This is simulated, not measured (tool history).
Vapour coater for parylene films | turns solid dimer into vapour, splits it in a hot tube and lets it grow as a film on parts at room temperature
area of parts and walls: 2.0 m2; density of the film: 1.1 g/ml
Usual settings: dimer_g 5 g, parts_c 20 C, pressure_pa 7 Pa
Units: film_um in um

run	hour	dimer_g	parts_c	pressure_pa	film_um
1	0	5	20	7	1.258
2	18.4	5	20	7.22	1.24
3	30.8	5	20	7.22	1.252
4	45.5	5	21	7	1.196
5	65.4	5	21	7	1.194
6	81.2	5	20	7	1.246
7	104.1	5	20	7	1.241
8	113.9	5	14	11.21	1.425
9	136.6	5	29	7	0.935
10	156.8	5	20	4.16	1.292
11	171.3	5	20	4.16	1.297
12	191.7	9	18	6.79	2.368
13	206.4	9	18	6.79	2.332
14	227.8	5	22	2.42	1.271

Measured less the same run without the tool's hidden state. The same run-to-run variation is in both; the gauge's scatter may not be:
The hidden state here: vapour lost through the trap's worn valve, %; true temperature of the parts over the reading, C; drift of the gauge itself on film_um, %.
run	film_um
1	-0.022
2	-0.024
3	-0.027
4	-0.028
5	-0.031
6	-0.034
7	-0.037
8	-0.045
9	-0.031
10	-0.047
11	-0.05
12	-0.096
13	-0.1
14	-0.057
